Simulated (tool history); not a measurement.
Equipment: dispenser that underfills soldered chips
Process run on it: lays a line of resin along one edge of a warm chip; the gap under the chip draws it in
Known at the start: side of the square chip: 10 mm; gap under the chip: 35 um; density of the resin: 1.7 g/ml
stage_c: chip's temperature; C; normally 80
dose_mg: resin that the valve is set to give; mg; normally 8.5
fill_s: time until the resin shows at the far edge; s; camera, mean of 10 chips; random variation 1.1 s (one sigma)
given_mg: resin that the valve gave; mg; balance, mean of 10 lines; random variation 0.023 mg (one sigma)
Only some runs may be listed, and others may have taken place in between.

Run 1, hour 0: usual settings. Result: fill_s 183.8 s, given_mg 8.22 mg.
At hour 3.3: new syringe of resin.
Run 2, hour 7.3: usual settings. Result: fill_s 142.8 s, given_mg 8.17 mg.
Run 3, hour 11.8: usual settings but stage_c 67 C. Result: fill_s 311.6 s, given_mg 8.16 mg.
At hour 15.8: new syringe of resin.
Run 4, hour 17: usual settings but stage_c 67 C. Result: fill_s 213.5 s, given_mg 8.16 mg.
Run 5, hour 22.4: usual settings but stage_c 67 C. Result: fill_s 285.2 s, given_mg 8.18 mg.
At hour 28.2: new syringe of resin.
Run 6, hour 31.5: usual settings but stage_c 67 C. Result: fill_s 237 s, given_mg 8.11 mg.
Run 7, hour 39.6: usual settings but stage_c 67 C. Result: fill_s 362.7 s, given_mg 8.06 mg.
At hour 41.4: new syringe of resin.
At hour 43.5: dispensing valve cleaned and set on the balance.
Run 8, hour 48.4: usual settings but stage_c 67 C, dose_mg 7.65 mg. Result: fill_s 285 s, given_mg 7.62 mg.
Run 9, hour 53.9: usual settings but stage_c 67 C, dose_mg 7.65 mg. Result: fill_s 379.5 s, given_mg 7.6 mg.
At hour 54.9: new syringe of resin.
Run 10, hour 61.1: usual settings but stage_c 67 C, dose_mg 7.65 mg. Result: fill_s 282.9 s, given_mg 7.56 mg.
At hour 67.4: new syringe of resin.
Run 11, hour 68.4: usual settings but stage_c 67 C, dose_mg 11 mg. Result: fill_s 197.5 s, given_mg 10.88 mg.
Run 12, hour 73.5: usual settings but stage_c 89 C, dose_mg 9.49 mg. Result: fill_s 106.6 s, given_mg 9.35 mg.
At hour 80.6: new syringe of resin.
Run 13, hour 80.9: usual settings but stage_c 72 C, dose_mg 8.58 mg. Result: fill_s 160.1 s, given_mg 8.46 mg.
Run 14, hour 86: usual settings but stage_c 72 C, dose_mg 8.31 mg. Result: fill_s 209.8 s, given_mg 8.15 mg.
At hour 93.2: new syringe of resin.
Run 15, hour 95.4: usual settings but stage_c 70 C, dose_mg 8.34 mg. Result: fill_s 192.2 s, given_mg 8.18 mg.
Run 16, hour 103: usual settings but dose_mg 7.85 mg. Result: fill_s 198 s, given_mg 7.69 mg.
At hour 105.7: new syringe of resin.
Run 17, hour 109: usual settings but stage_c 65 C, dose_mg 7.75 mg. Result: fill_s 259.6 s, given_mg 7.56 mg.
Run 18, hour 114.6: usual settings but stage_c 65 C, dose_mg 7.75 mg. Result: fill_s 354.2 s, given_mg 7.53 mg.
At hour 118.2: new syringe of resin.
Run 19, hour 122.4: usual settings but stage_c 67 C, dose_mg 7.75 mg. Result: fill_s 250.1 s, given_mg 7.5 mg.

5 options for the next run, each taken on its own from the tool as it stands now. Forecast them:
At hour 130.9: new syringe of resin.
Run A, hour 131.3: usual settings but stage_c 68 C, dose_mg 9.47 mg. Result: fill_s ?, given_mg ?.
At hour 130.9: new syringe of resin.
Run B, hour 131.3: usual settings but stage_c 73 C, dose_mg 7.75 mg. Result: fill_s ?, given_mg ?.
At hour 130.9: new syringe of resin.
Run C, hour 131.3: usual settings but dose_mg 8 mg. Result: fill_s ?, given_mg ?.
At hour 130.9: new syringe of resin.
Run D, hour 131.3: usual settings but stage_c 81 C, dose_mg 10.23 mg. Result: fill_s ?, given_mg ?.
At hour 130.9: new syringe of resin.
Run E, hour 131.3: usual settings but stage_c 74 C, dose_mg 9.01 mg. Result: fill_s ?, given_mg ?.

run  fill_s  given_mg
  A     190      9.13
  B   164.1      7.45
  C   118.8      7.68
  D   108.6      9.88
  E   149.7      8.73
Without the tool's hidden state the same runs would have given:
run  fill_s  given_mg
  A     177      9.46
  B   152.1      7.72
  C   110.4      7.96
  D   101.6     10.23
  E   139.5      9.04
